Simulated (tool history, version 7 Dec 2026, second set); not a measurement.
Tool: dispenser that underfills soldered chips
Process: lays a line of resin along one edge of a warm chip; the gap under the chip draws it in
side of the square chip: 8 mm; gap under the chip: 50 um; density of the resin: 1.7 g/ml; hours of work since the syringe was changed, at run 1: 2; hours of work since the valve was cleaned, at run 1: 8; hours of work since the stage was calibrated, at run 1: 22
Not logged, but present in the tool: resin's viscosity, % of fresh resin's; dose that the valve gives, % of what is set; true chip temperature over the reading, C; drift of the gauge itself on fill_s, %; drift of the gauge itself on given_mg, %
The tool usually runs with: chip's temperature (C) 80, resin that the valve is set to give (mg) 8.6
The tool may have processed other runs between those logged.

run   hour  chip's temperature (C)  resin that the valve is set to give (mg)  hours of work since the syringe was changed  hours of work since the valve was cleaned  hours of work since the stage was calibrated  time until the resin shows at the far edge (s)  resin that the valve gave (mg)
  1      0                      80                                       8.6                                            2                                          8                                            22                                            22.5                             8.6
  2    2.8                      80                                       8.6                                            4                                          9                                            24                                            24.2                            8.57
  3    6.7                      80                                       8.6                                            7                                         12                                            26                                            27.6                            8.53
       7.8  -- new syringe of resin
  4    9.6                      80                                       8.6                                            1                                         13                                            28                                            20.3                            8.59
  5   14.2                      80                                       8.6                                            4                                         16                                            31                                            23.8                            8.57
  6   18.7                      80                                       8.6                                            7                                         19                                            34                                            27.4                            8.59
      19.3  -- new syringe of resin
  7     24                      80                                       8.6                                            3                                         22                                            37                                            22.6                            8.46
  8   28.6                      80                                       8.6                                            6                                         25                                            40                                            26.6                            8.53
        31  -- new syringe of resin
  9   31.2                      80                                       8.6                                            0                                         26                                            41                                            19.9                            8.53
 10   35.5                      80                                       8.6                                            3                                         29                                            44                                            22.4                            8.47
 11   39.9                      80                                     10.58                                            5                                         31                                            46                                            25.8                           10.43
      42.5  -- new syringe of resin
 12   44.2                      80                                      8.59                                            1                                         34                                            49                                            21.1                            8.44
 13   49.2                      80                                      8.59                                            4                                         37                                            52                                            24.6                            8.51
 14   53.4                      80                                      8.59                                            7                                         40                                            54                                            28.6                            8.56
      54.1  -- new syringe of resin
 15   56.6                      80                                       8.6                                            2                                         41                                            56                                            21.2                            8.46
 16   58.9                      80                                       8.6                                            3                                         43                                            58                                            23.4                            8.49
 17   62.8                      80                                       8.6                                            5                                         45                                            60                                            26.9                            8.46
 18   65.2                      80                                       8.6                                            7                                         47                                            61                                            29.3                            8.46
      65.9  -- new syringe of resin
 19   70.2                      74                                      9.85                                            3                                         50                                            64                                            27.9                            9.65
 20     74                      84                                       8.5                                            5                                         52                                            67                                            22.6                            8.29
      77.7  -- new syringe of resin
 21   77.9                      71                                      7.61                                            0                                         54                                            69                                            27.7                            7.34
 22   80.7                      70                                      9.15                                            2                                         56                                            71                                            30.5                            8.88
 23   86.2                      73                                      9.15                                            5                                         59                                            74                                            32.8                            8.88
      89.1  -- new syringe of resin
 24     90                      85                                     11.16                                            1                                         61                                            76                                            17.4                            10.8
      92.8  -- dispensing valve cleaned and set on the balance
 25   93.3                      71                                      7.46                                            2                                          0                                            78                                            30.9                             7.5
 26   96.8                      71                                      7.46                                            4                                          2                                            80                                              35                            7.44
     101.8  -- new syringe of resin
 27  101.8                      71                                      7.46                                            0                                          5                                            83                                            27.4                             7.4
 28  106.6                      71                                      7.46                                            3                                          8                                            86                                            31.8                            7.38
 29  110.6                      80                                     10.77                                            5                                         11                                            88                                            26.4                           10.71
     113.3  -- new syringe of resin
 30  114.8                      83                                     10.77                                            1                                         13                                            90                                              18                           10.65
 31  117.4                      83                                     10.77                                            3                                         15                                            92                                            20.1                           10.73
 32  119.7                      83                                      7.44                                            4                                         16                                            93                                            21.6                            7.36
 33  122.7                      83                                       8.3                                            6                                         18                                            95                                            23.8                            8.17
     124.8  -- new syringe of resin
 34    126                      83                                       8.3                                            1                                         20                                            97                                            18.5                            8.27
 35  129.3                      83                                       8.3                                            3                                         22                                            99                                            21.1                            8.27
 36    133                      76                                      8.62                                            5                                         24                                           101                                            29.4                            8.51

Some steps in time until the resin shows at the far edge (s) between neighbouring runs. How much of each would the tool show without its hidden state too (settings, what came in, random variation), and how much is left for the hidden state, with any gauge scatter that isn't in both results?
Run 8 -> 9: new syringe of resin. time until the resin shows at the far edge (s) -6.7: hidden state -6.9, all else +0.2.
Run 23 -> 24: chip's temperature (C) 73 -> 85, resin that the valve is set to give (mg) 9.15 -> 11.16, new syringe of resin. time until the resin shows at the far edge (s) -15.4: hidden state -7.5, all else -7.9.
Run 24 -> 25: chip's temperature (C) 85 -> 71, resin that the valve is set to give (mg) 11.16 -> 7.46, dispensing valve cleaned and set on the balance. time until the resin shows at the far edge (s) +13.5: hidden state +2.8, all else +10.7.
Run 26 -> 27: new syringe of resin. time until the resin shows at the far edge (s) -7.6: hidden state -7, all else -0.6.
Run 29 -> 30: chip's temperature (C) 80 -> 83, new syringe of resin. time until the resin shows at the far edge (s) -8.4: hidden state -6, all else -2.4.

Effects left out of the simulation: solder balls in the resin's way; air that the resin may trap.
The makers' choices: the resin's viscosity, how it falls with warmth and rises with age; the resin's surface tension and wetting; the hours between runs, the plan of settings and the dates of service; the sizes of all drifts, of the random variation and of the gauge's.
